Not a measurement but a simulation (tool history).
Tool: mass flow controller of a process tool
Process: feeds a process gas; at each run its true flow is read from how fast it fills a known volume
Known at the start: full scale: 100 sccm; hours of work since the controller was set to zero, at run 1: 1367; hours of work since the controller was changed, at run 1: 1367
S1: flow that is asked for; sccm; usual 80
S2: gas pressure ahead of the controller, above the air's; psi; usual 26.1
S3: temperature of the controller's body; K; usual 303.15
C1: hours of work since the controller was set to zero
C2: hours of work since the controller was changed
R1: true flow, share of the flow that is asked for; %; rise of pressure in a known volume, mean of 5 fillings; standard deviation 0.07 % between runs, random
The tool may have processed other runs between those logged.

| run | hour | S1 | S2 | S3 | C1 | C2 | R1 |
|---|---|---|---|---|---|---|---|
| 1 | 0.0 | 80 | 26.1 | 303.15 | 1367 | 1367 | 100.59 |
| 2 | 50.4 | 80 | 26.1 | 300.15 | 1392 | 1392 | 100.99 |
| 3 | 144.2 | 80 | 37.9 | 303.15 | 1438 | 1438 | 101.07 |
| 4 | 202.1 | 80 | 35.0 | 303.15 | 1466 | 1466 | 101.14 |
| 5 | 268.3 | 80 | 35.0 | 303.15 | 1499 | 1499 | 101.11 |
| 6 | 350.5 | 80 | 28.3 | 303.15 | 1540 | 1540 | 100.71 |
| 7 | 458.4 | 80 | 28.3 | 303.15 | 1593 | 1593 | 100.78 |
| 8 | 558.6 | 80 | 28.3 | 303.15 | 1642 | 1642 | 100.85 |
| 9 | 614.8 | 29 | 28.3 | 303.15 | 1670 | 1670 | 101.53 |
| 10 | 702.9 | 80 | 26.1 | 303.15 | 1713 | 1713 | 100.87 |
| 11 | 772.2 | 80 | 26.1 | 303.15 | 1747 | 1747 | 100.97 |
| 12 | 869.7 | 80 | 26.1 | 303.15 | 1795 | 1795 | 100.82 |
| 13 | 975.2 | 80 | 21.5 | 303.15 | 1847 | 1847 | 100.74 |
| 14 | 1039.7 | 80 | 26.1 | 303.15 | 1879 | 1879 | 100.92 |
| 15 | 1145.3 | 80 | 26.1 | 303.15 | 1931 | 1931 | 100.97 |
| 16 | 1208.5 | 80 | 26.1 | 303.15 | 1962 | 1962 | 100.95 |
| 17 | 1329.8 | 80 | 26.1 | 303.15 | 2022 | 2022 | 101.02 |
| 18 | 1392.4 | 80 | 26.1 | 303.15 | 2052 | 2052 | 100.94 |
| 19 | 1452.2 | 80 | 26.1 | 303.15 | 2082 | 2082 | 101.13 |
| 20 | 1531.1 | 80 | 26.1 | 303.15 | 2121 | 2121 | 100.96 |
| 21 | 1643.9 | 80 | 26.1 | 303.15 | 2176 | 2176 | 101.19 |
| 22 | 1697.3 | 45 | 26.1 | 303.15 | 2202 | 2202 | 101.57 |
|  | 1707.5 | controller's zero set anew |
| 23 | 1785.4 | 45 | 26.1 | 303.15 | 38 | 2246 | 101.71 |
| 24 | 1855.1 | 45 | 26.1 | 303.15 | 73 | 2280 | 101.77 |
|  | 1914.7 | controller's zero set anew, once more |
| 25 | 1957.5 | 45 | 26.1 | 303.15 | 21 | 2330 | 100.61 |
| 26 | 2012.1 | 45 | 26.1 | 302.15 | 48 | 2357 | 100.75 |
| 27 | 2092.9 | 33 | 24.2 | 310.15 | 88 | 2397 | 99.76 |
| 28 | 2193.0 | 33 | 25.8 | 310.15 | 137 | 2446 | 100.00 |
| 29 | 2269.1 | 67 | 21.8 | 308.15 | 174 | 2483 | 100.03 |
| 30 | 2384.8 | 67 | 21.8 | 308.15 | 231 | 2540 | 100.08 |
| 31 | 2468.4 | 11 | 34.1 | 299.15 | 273 | 2582 | 102.21 |
| 32 | 2590.3 | 11 | 34.1 | 299.15 | 333 | 2642 | 102.47 |
| 33 | 2663.8 | 11 | 34.1 | 299.15 | 369 | 2678 | 102.47 |
| 34 | 2730.0 | 69 | 20.5 | 307.15 | 401 | 2710 | 100.42 |
| 35 | 2808.5 | 21 | 26.1 | 299.15 | 440 | 2749 | 101.87 |
| 36 | 2889.1 | 21 | 21.9 | 309.15 | 480 | 2789 | 100.54 |
| 37 | 3005.7 | 99 | 20.7 | 295.15 | 537 | 2846 | 101.82 |
| 38 | 3121.7 | 30 | 28.6 | 299.15 | 594 | 2903 | 101.77 |
| 39 | 3186.1 | 26 | 34.7 | 299.15 | 626 | 2935 | 102.21 |
| 40 | 3277.9 | 15 | 26.1 | 303.15 | 671 | 2980 | 101.95 |
| 41 | 3382.5 | 40 | 29.2 | 293.15 | 723 | 3032 | 102.64 |
| 42 | 3450.7 | 40 | 29.2 | 293.15 | 756 | 3065 | 102.59 |
| 43 | 3519.1 | 50 | 34.5 | 303.15 | 790 | 3099 | 101.60 |
| 44 | 3624.7 | 50 | 34.5 | 303.15 | 842 | 3151 | 101.61 |
| 45 | 3675.0 | 80 | 38.6 | 303.15 | 867 | 3176 | 101.71 |
| 46 | 3794.8 | 49 | 31.9 | 307.15 | 926 | 3234 | 101.19 |
| 47 | 3901.5 | 61 | 22.6 | 296.15 | 978 | 3287 | 102.01 |
| 48 | 4018.9 | 84 | 24.5 | 295.15 | 1036 | 3345 | 102.16 |

Alternative continuations, all from the tool just after run 48; predict every row:
| A | 4100.3 | 50 | 39.2 | 308.15 | 1076 | 3385 | ? |
| B | 4100.3 | 38 | 24.5 | 311.15 | 1076 | 3385 | ? |
| C | 4100.3 | 29 | 29.9 | 301.15 | 1076 | 3385 | ? |

| run | R1 |
|---|---|
| A | 101.47 |
| B | 100.77 |
| C | 102.41 |
With no hidden state in the tool, these same runs would have given:
| run | R1 |
|---|---|
| A | 99.05 |
| B | 98.15 |
| C | 99.54 |
